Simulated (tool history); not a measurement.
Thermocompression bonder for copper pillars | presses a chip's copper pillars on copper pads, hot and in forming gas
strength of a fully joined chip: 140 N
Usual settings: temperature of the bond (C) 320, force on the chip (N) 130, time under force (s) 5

| run | day | temperature of the bond (C) | force on the chip (N) | time under force (s) | force that shears a chip off (N) |
|---|---|---|---|---|---|
| 1 | 0 | 320 | 130 | 5 | 59.3 |
| 2 | 2.912 | 320 | 173 | 5 | 75.5 |
| 3 | 4.279 | 320 | 173 | 15 | 103.6 |
|  | 6.617 | heater calibrated with a thermocouple chip |
| 4 | 6.888 | 320 | 173 | 15 | 103.9 |
| 5 | 9.383 | 320 | 173 | 15 | 103.7 |
| 6 | 11.758 | 320 | 173 | 15 | 103.7 |
|  | 14.442 | heater calibrated with a thermocouple chip, once more |
| 7 | 14.808 | 320 | 97 | 5 | 39 |
| 8 | 16.204 | 320 | 130 | 5 | 52.4 |
| 9 | 18.867 | 320 | 130 | 7 | 59.6 |
| 10 | 20.962 | 320 | 130 | 7 | 59.6 |
| 11 | 22.725 | 320 | 124 | 5 | 49.6 |
| 12 | 25.154 | 320 | 130 | 5 | 52.6 |
| 13 | 27.008 | 320 | 130 | 5 | 52 |
| 14 | 29.612 | 320 | 130 | 5 | 52.3 |
| 15 | 32.279 | 320 | 130 | 5 | 52.1 |
|  | 32.692 | forming gas filter changed |
| 16 | 34.479 | 320 | 130 | 6 | 58.5 |
| 17 | 37.208 | 320 | 130 | 5 | 54.7 |
| 18 | 39.521 | 320 | 130 | 5 | 54.3 |
| 19 | 42.521 | 320 | 130 | 5 | 54.2 |
| 20 | 44.017 | 320 | 130 | 5 | 54.2 |
| 21 | 46.233 | 303 | 130 | 5 | 43.6 |
| 22 | 48.8 | 305 | 90 | 8 | 37.2 |
| 23 | 51.65 | 304 | 90 | 6 | 32.2 |
|  | 54.067 | force cell calibrated |
| 24 | 54.158 | 292 | 130 | 6 | 42.3 |
| 25 | 56.221 | 334 | 130 | 6 | 70.7 |
| 26 | 58.967 | 331 | 192 | 3 | 74.8 |
| 27 | 61.029 | 331 | 192 | 3 | 74.5 |
| 28 | 63.683 | 324 | 106 | 5 | 48.6 |
|  | 65.312 | forming gas filter changed |
| 29 | 66.612 | 319 | 133 | 5 | 60.1 |
| 30 | 69.646 | 325 | 107 | 4 | 47.7 |
| 31 | 71.788 | 337 | 130 | 5 | 70.9 |
| 32 | 73.892 | 321 | 150 | 7 | 75.7 |
| 33 | 75.329 | 321 | 150 | 7 | 76.1 |
| 34 | 76.85 | 343 | 130 | 4 | 70 |
| 35 | 78.171 | 305 | 136 | 6 | 55 |
| 36 | 79.892 | 331 | 153 | 3 | 63.9 |
| 37 | 82.212 | 331 | 153 | 3 | 63.8 |
| 38 | 84.112 | 294 | 93 | 11 | 41 |
| 39 | 87.029 | 314 | 130 | 6 | 58.5 |
| 40 | 89.358 | 314 | 130 | 6 | 58.3 |

Forecast each of these 4 alternatives for the next run:
| A | 90.625 | 343 | 124 | 5 | ? |
| B | 90.625 | 316 | 130 | 11 | ? |
| C | 90.625 | 314 | 150 | 6 | ? |
| D | 90.625 | 341 | 177 | 6 | ? |

| run | force that shears a chip off (N) |
|---|---|
| A | 71.6 |
| B | 73.8 |
| C | 66.2 |
| D | 95.6 |
Without the tool's hidden state the same runs would have given:
| run | force that shears a chip off (N) |
|---|---|
| A | 69.2 |
| B | 70.8 |
| C | 63.1 |
| D | 94.1 |

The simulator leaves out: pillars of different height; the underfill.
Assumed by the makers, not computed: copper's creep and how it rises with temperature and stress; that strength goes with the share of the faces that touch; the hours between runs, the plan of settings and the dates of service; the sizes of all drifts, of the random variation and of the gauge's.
